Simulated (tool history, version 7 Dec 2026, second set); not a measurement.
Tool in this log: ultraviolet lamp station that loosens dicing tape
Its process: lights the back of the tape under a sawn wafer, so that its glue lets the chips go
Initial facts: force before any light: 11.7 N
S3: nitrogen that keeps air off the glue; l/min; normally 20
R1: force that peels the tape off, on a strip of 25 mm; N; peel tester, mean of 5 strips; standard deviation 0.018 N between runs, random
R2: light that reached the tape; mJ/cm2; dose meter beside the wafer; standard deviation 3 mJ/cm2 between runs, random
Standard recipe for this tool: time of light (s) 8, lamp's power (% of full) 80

{"run": 1, "hour": 0.0, "time of light (s)": 8, "lamp's power (% of full)": 80, "S3": 20, "R1": 1.088, "R2": 402}
{"run": 2, "hour": 9.5, "time of light (s)": 8, "lamp's power (% of full)": 80, "S3": 20, "R1": 1.051, "R2": 397}
{"run": 3, "hour": 17.3, "time of light (s)": 8, "lamp's power (% of full)": 80, "S3": 20, "R1": 1.089, "R2": 399}
{"run": 4, "hour": 26.6, "time of light (s)": 8, "lamp's power (% of full)": 80, "S3": 11, "R1": 1.558, "R2": 400}
{"run": 5, "hour": 36.4, "time of light (s)": 14, "lamp's power (% of full)": 80, "S3": 20, "R1": 0.346, "R2": 697}
{"run": 6, "hour": 43.9, "time of light (s)": 14, "lamp's power (% of full)": 80, "S3": 20, "R1": 0.354, "R2": 692}
{"run": 7, "hour": 48.5, "time of light (s)": 8, "lamp's power (% of full)": 80, "S3": 23, "R1": 1.009, "R2": 392}
{"run": 8, "hour": 59.3, "time of light (s)": 8, "lamp's power (% of full)": 75, "S3": 20, "R1": 1.259, "R2": 370}
{"run": 9, "hour": 67.1, "time of light (s)": 8, "lamp's power (% of full)": 80, "S3": 23, "R1": 1, "R2": 397}
{"run": 10, "hour": 76.3, "time of light (s)": 8, "lamp's power (% of full)": 80, "S3": 23, "R1": 1.045, "R2": 394}
{"run": 11, "hour": 87.2, "time of light (s)": 15, "lamp's power (% of full)": 80, "S3": 20, "R1": 0.323, "R2": 737}
{"run": 12, "hour": 95.4, "time of light (s)": 11, "lamp's power (% of full)": 80, "S3": 20, "R1": 0.58, "R2": 534}
{"run": 13, "hour": 103.1, "time of light (s)": 11, "lamp's power (% of full)": 80, "S3": 20, "R1": 0.569, "R2": 539}
{"run": 14, "hour": 113.1, "time of light (s)": 11, "lamp's power (% of full)": 80, "S3": 20, "R1": 0.561, "R2": 538}
{"hour": 114.6, "done": "window cleaned of glue's vapour"}
{"run": 15, "hour": 119.1, "time of light (s)": 11, "lamp's power (% of full)": 80, "S3": 20, "R1": 0.627, "R2": 519}
{"run": 16, "hour": 128.6, "time of light (s)": 8, "lamp's power (% of full)": 90, "S3": 20, "R1": 0.946, "R2": 425}
{"run": 17, "hour": 137.9, "time of light (s)": 6, "lamp's power (% of full)": 90, "S3": 20, "R1": 1.689, "R2": 314}
{"run": 18, "hour": 146.6, "time of light (s)": 8, "lamp's power (% of full)": 80, "S3": 20, "R1": 1.264, "R2": 375}
{"run": 19, "hour": 153.8, "time of light (s)": 8, "lamp's power (% of full)": 80, "S3": 20, "R1": 1.228, "R2": 377}
{"run": 20, "hour": 162.0, "time of light (s)": 8, "lamp's power (% of full)": 80, "S3": 20, "R1": 1.231, "R2": 372}
{"hour": 164.5, "done": "window cleaned of glue's vapour, once more"}
{"run": 21, "hour": 170.5, "time of light (s)": 8, "lamp's power (% of full)": 80, "S3": 20, "R1": 0.933, "R2": 422}
{"run": 22, "hour": 181.0, "time of light (s)": 8, "lamp's power (% of full)": 80, "S3": 20, "R1": 0.952, "R2": 426}
{"run": 23, "hour": 189.0, "time of light (s)": 8, "lamp's power (% of full)": 80, "S3": 10, "R1": 1.52, "R2": 422}
{"run": 24, "hour": 198.5, "time of light (s)": 8, "lamp's power (% of full)": 80, "S3": 10, "R1": 1.521, "R2": 415}
{"run": 25, "hour": 206.5, "time of light (s)": 12, "lamp's power (% of full)": 80, "S3": 36, "R1": 0.319, "R2": 634}
{"run": 26, "hour": 211.4, "time of light (s)": 6, "lamp's power (% of full)": 83, "S3": 17, "R1": 1.716, "R2": 328}
{"run": 27, "hour": 221.3, "time of light (s)": 6, "lamp's power (% of full)": 85, "S3": 17, "R1": 1.689, "R2": 331}
{"run": 28, "hour": 228.9, "time of light (s)": 6, "lamp's power (% of full)": 61, "S3": 31, "R1": 2.149, "R2": 237}
{"run": 29, "hour": 237.7, "time of light (s)": 5, "lamp's power (% of full)": 73, "S3": 31, "R1": 2.249, "R2": 240}
{"run": 30, "hour": 243.0, "time of light (s)": 5, "lamp's power (% of full)": 73, "S3": 31, "R1": 2.26, "R2": 235}
{"run": 31, "hour": 251.4, "time of light (s)": 5, "lamp's power (% of full)": 73, "S3": 31, "R1": 2.198, "R2": 235}
{"run": 32, "hour": 256.6, "time of light (s)": 11, "lamp's power (% of full)": 62, "S3": 7, "R1": 1.722, "R2": 446}
{"run": 33, "hour": 262.7, "time of light (s)": 8, "lamp's power (% of full)": 80, "S3": 22, "R1": 0.94, "R2": 423}
{"run": 34, "hour": 271.4, "time of light (s)": 8, "lamp's power (% of full)": 80, "S3": 22, "R1": 0.938, "R2": 421}
{"run": 35, "hour": 277.6, "time of light (s)": 8, "lamp's power (% of full)": 80, "S3": 22, "R1": 0.93, "R2": 417}
{"run": 36, "hour": 287.3, "time of light (s)": 8, "lamp's power (% of full)": 80, "S3": 9, "R1": 1.616, "R2": 418}
{"run": 37, "hour": 295.0, "time of light (s)": 8, "lamp's power (% of full)": 80, "S3": 9, "R1": 1.658, "R2": 411}
{"run": 38, "hour": 300.6, "time of light (s)": 4, "lamp's power (% of full)": 89, "S3": 10, "R1": 3.712, "R2": 232}
{"run": 39, "hour": 310.6, "time of light (s)": 15, "lamp's power (% of full)": 80, "S3": 20, "R1": 0.302, "R2": 779}
{"run": 40, "hour": 319.3, "time of light (s)": 5, "lamp's power (% of full)": 80, "S3": 11, "R1": 3.274, "R2": 254}
{"run": 41, "hour": 327.4, "time of light (s)": 5, "lamp's power (% of full)": 80, "S3": 11, "R1": 3.067, "R2": 260}
{"run": 42, "hour": 335.9, "time of light (s)": 7, "lamp's power (% of full)": 87, "S3": 9, "R1": 1.906, "R2": 392}
{"run": 43, "hour": 341.8, "time of light (s)": 7, "lamp's power (% of full)": 87, "S3": 8, "R1": 1.959, "R2": 394}
{"run": 44, "hour": 347.8, "time of light (s)": 7, "lamp's power (% of full)": 87, "S3": 8, "R1": 2.012, "R2": 394}

Predict each of these 3 candidate next runs independently; none follows another, all start after run 44:
{"run": "A", "hour": 353.8, "time of light (s)": 14, "lamp's power (% of full)": 66, "S3": 22, "R1": "?", "R2": "?"}
{"run": "B", "hour": 353.8, "time of light (s)": 7, "lamp's power (% of full)": 80, "S3": 8, "R1": "?", "R2": "?"}
{"run": "C", "hour": 353.8, "time of light (s)": 7, "lamp's power (% of full)": 87, "S3": 13, "R1": "?", "R2": "?"}

run=A R1=0.457 R2=586
run=B R1=2.153 R2=357
run=C R1=1.526 R2=389
Had the tool no hidden state, the same runs would have come out as:
run=A R1=0.383 R2=644
run=B R1=1.847 R2=393
run=C R1=1.271 R2=427
